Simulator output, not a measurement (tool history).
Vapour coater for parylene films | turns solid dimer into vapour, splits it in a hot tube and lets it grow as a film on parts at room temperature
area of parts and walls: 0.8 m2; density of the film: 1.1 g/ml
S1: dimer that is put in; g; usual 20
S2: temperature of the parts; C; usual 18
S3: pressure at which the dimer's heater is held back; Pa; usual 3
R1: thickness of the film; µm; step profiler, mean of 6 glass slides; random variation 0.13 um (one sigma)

{"run": 1, "day": 0.0, "S1": 20, "S2": 18, "S3": 3, "R1": 16.61}
{"run": 2, "day": 0.383, "S1": 20, "S2": 18, "S3": 3, "R1": 16.4}
{"run": 3, "day": 0.808, "S1": 20, "S2": 18, "S3": 3, "R1": 16.44}
{"run": 4, "day": 1.567, "S1": 20, "S2": 18, "S3": 3, "R1": 16.55}
{"day": 1.871, "done": "trap's valve overhauled"}
{"run": 5, "day": 2.179, "S1": 20, "S2": 18, "S3": 3, "R1": 18.63}
{"run": 6, "day": 2.712, "S1": 20, "S2": 18, "S3": 3, "R1": 18.77}
{"run": 7, "day": 3.533, "S1": 20, "S2": 15, "S3": 3, "R1": 19.76}
{"run": 8, "day": 4.104, "S1": 20, "S2": 15, "S3": 3, "R1": 19.74}
{"run": 9, "day": 4.658, "S1": 20, "S2": 15, "S3": 3, "R1": 19.68}
{"run": 10, "day": 5.246, "S1": 20, "S2": 15, "S3": 3, "R1": 19.37}
{"run": 11, "day": 6.067, "S1": 19, "S2": 15, "S3": 3, "R1": 18.41}
{"run": 12, "day": 6.883, "S1": 19, "S2": 15, "S3": 3, "R1": 18.55}
{"day": 6.971, "done": "table's thermometer calibrated"}
{"run": 13, "day": 7.608, "S1": 19, "S2": 15, "S3": 3, "R1": 18.35}
{"run": 14, "day": 8.421, "S1": 19, "S2": 15, "S3": 3, "R1": 18.11}
{"run": 15, "day": 9.008, "S1": 19, "S2": 15, "S3": 3, "R1": 18.06}
{"run": 16, "day": 9.796, "S1": 19, "S2": 15, "S3": 3, "R1": 18.08}
{"run": 17, "day": 10.167, "S1": 20, "S2": 19, "S3": 3, "R1": 17.48}
{"run": 18, "day": 10.746, "S1": 20, "S2": 19, "S3": 3, "R1": 17.7}
{"run": 19, "day": 11.279, "S1": 20, "S2": 18, "S3": 3, "R1": 17.82}
{"day": 11.525, "done": "table's thermometer calibrated, once more"}
{"run": 20, "day": 11.662, "S1": 22, "S2": 16, "S3": 11.26, "R1": 17.09}
{"run": 21, "day": 12.4, "S1": 25, "S2": 20, "S3": 3.38, "R1": 21.26}
{"run": 22, "day": 12.858, "S1": 20, "S2": 17, "S3": 2.13, "R1": 19.43}
{"run": 23, "day": 13.708, "S1": 20, "S2": 17, "S3": 2.13, "R1": 19.17}
{"run": 24, "day": 14.525, "S1": 20, "S2": 17, "S3": 2.13, "R1": 19.15}
{"run": 25, "day": 14.967, "S1": 11, "S2": 14, "S3": 7.74, "R1": 9.33}
{"run": 26, "day": 15.729, "S1": 34, "S2": 27, "S3": 4.51, "R1": 23.83}
{"run": 27, "day": 16.233, "S1": 18, "S2": 12, "S3": 3, "R1": 17.89}
{"run": 28, "day": 16.8, "S1": 20, "S2": 30, "S3": 3, "R1": 14.01}
{"run": 29, "day": 17.238, "S1": 20, "S2": 30, "S3": 3, "R1": 14.04}
{"run": 30, "day": 18.025, "S1": 25, "S2": 29, "S3": 2.06, "R1": 18.78}
{"run": 31, "day": 18.721, "S1": 20, "S2": 14, "S3": 4.71, "R1": 17.95}
{"run": 32, "day": 19.121, "S1": 20, "S2": 17, "S3": 3.72, "R1": 17.33}
{"run": 33, "day": 19.55, "S1": 16, "S2": 17, "S3": 3.72, "R1": 13.87}
{"run": 34, "day": 20.067, "S1": 20, "S2": 18, "S3": 11.8, "R1": 14.27}
{"run": 35, "day": 20.567, "S1": 20, "S2": 18, "S3": 9.69, "R1": 14.68}
{"run": 36, "day": 21.071, "S1": 20, "S2": 18, "S3": 9.69, "R1": 14.69}
{"run": 37, "day": 21.579, "S1": 13, "S2": 22, "S3": 6, "R1": 9.32}
{"run": 38, "day": 22.421, "S1": 20, "S2": 26, "S3": 9.78, "R1": 12.55}

Forecast each of these 5 alternatives for the next run:
{"run": "A", "day": 23.129, "S1": 11, "S2": 15, "S3": 2.6, "R1": "?"}
{"run": "B", "day": 23.129, "S1": 24, "S2": 29, "S3": 9.78, "R1": "?"}
{"run": "C", "day": 23.129, "S1": 22, "S2": 15, "S3": 9.78, "R1": "?"}
{"run": "D", "day": 23.129, "S1": 20, "S2": 18, "S3": 6.43, "R1": "?"}
{"run": "E", "day": 23.129, "S1": 27, "S2": 18, "S3": 8.28, "R1": "?"}

run=A R1=10.05
run=B R1=14.06
run=C R1=16.95
run=D R1=15.26
run=E R1=19.96
Without the tool's hidden state the same runs would have given:
run=A R1=11.16
run=B R1=15.61
run=C R1=18.82
run=D R1=16.94
run=E R1=22.16
